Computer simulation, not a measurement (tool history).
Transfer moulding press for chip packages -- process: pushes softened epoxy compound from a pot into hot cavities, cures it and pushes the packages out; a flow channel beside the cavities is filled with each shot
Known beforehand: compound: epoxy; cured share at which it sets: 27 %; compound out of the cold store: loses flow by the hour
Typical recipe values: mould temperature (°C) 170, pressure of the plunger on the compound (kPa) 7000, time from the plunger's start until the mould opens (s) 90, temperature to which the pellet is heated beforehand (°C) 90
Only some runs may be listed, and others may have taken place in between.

run,day,mould temperature (°C),pressure of the plunger on the compound (kPa),time from the plunger's start until the mould opens (s),temperature to which the pellet is heated beforehand (°C),incoming compound's hours out of the cold store,length that the compound runs in the flow channel (mm),greatest force on the pins that push the packages out (N)
1,0,170,7000,90,90,17.9,526,380
2,0.771,170,7000,90,90,26.8,505,409
3,1.95,173,7000,90,90,32.5,494,413
# day 2.633: cavities cleaned with cleaning compound and waxed
4,3.662,170,5670,90,90,22.1,464,425
5,4.692,170,5670,90,90,42.9,428,450
# day 5.254: cavities cleaned with cleaning compound and waxed
6,6.271,170,5670,90,90,14.1,477,438
7,6.988,170,7000,90,90,36.1,486,449
# day 7.896: cavities cleaned with cleaning compound and waxed
8,8.588,170,7000,90,90,34.4,489,409
9,9.512,170,7000,90,90,35,487,455
# day 10.542: cavities cleaned with cleaning compound and waxed
10,10.808,170,7000,90,90,27.5,500,391
# day 11.308: plunger's sealing rings changed
11,12.358,170,7000,90,90,9,545,480
12,13.171,170,7000,90,90,8.3,547,477
# day 13.375: cavities cleaned with cleaning compound and waxed
13,14.121,170,7000,90,90,19.7,524,421
14,15.129,170,7000,90,90,11.2,537,488
# day 16.033: cavities cleaned with cleaning compound and waxed
15,16.117,170,7000,90,90,26,507,390
16,17.717,170,7000,90,90,20.1,521,465
# day 18.658: cavities cleaned with cleaning compound and waxed
17,19.342,165,5250,122,82,35.1,428,356
18,21.092,170,5450,115,90,39.1,423,390
# day 21.312: mould's thermocouples calibrated
# day 21.375: cavities cleaned with cleaning compound and waxed
19,22.867,170,5450,115,90,38.4,424,368
20,23.829,170,5670,90,90,27,448,506
# day 24.033: cavities cleaned with cleaning compound and waxed
# day 24.642: plunger's sealing rings changed
21,25.167,166,7260,90,83,16,544,597
22,26.529,162,7260,93,83,22,538,793
# day 26.75: cavities cleaned with cleaning compound and waxed
23,28.062,162,7260,93,83,40.4,501,680
24,29.283,176,7600,88,80,9.7,559,424
# day 29.483: cavities cleaned with cleaning compound and waxed
25,31.129,176,7600,88,80,35.1,504,387
# day 31.333: mould's thermocouples calibrated, once more
# day 32.329: cavities cleaned with cleaning compound and waxed
26,32.862,171,6250,90,81,34.2,465,412
27,34.596,171,6250,90,81,33.6,461,454
# day 34.938: cavities cleaned with cleaning compound and waxed
28,35.425,175,7000,87,82,40.2,470,353

A few steps of length that the compound runs in the flow channel (mm) between consecutive runs. Split each: what settings, incoming material and random variation would produce without the hidden state, and what is left over for the hidden state, along with gauge scatter present in only one of the two compared results (measured, and without hidden state):
What the log doesn't record here: true mould temperature over the reading, C; pressure that reaches the compound, % of what is set; grip of the stained cavities, % over clean ones'; drift of the gauge itself on flow_mm, %; drift of the gauge itself on push_out_n, %.
Run 10 -> 11: plunger's sealing rings changed. length that the compound runs in the flow channel (mm) +45: hidden state +8, all else +37.
Run 16 -> 17: mould temperature (°C) 170 -> 165, pressure of the plunger on the compound (kPa) 7000 -> 5250, time from the plunger's start until the mould opens (s) 90 -> 122, temperature to which the pellet is heated beforehand (°C) 90 -> 82, cavities cleaned with cleaning compound and waxed. length that the compound runs in the flow channel (mm) -93: hidden state +0, all else -93.
Run 20 -> 21: mould temperature (°C) 170 -> 166, pressure of the plunger on the compound (kPa) 5670 -> 7260, temperature to which the pellet is heated beforehand (°C) 90 -> 83, cavities cleaned with cleaning compound and waxed, plunger's sealing rings changed. length that the compound runs in the flow channel (mm) +96: hidden state +7, all else +89.
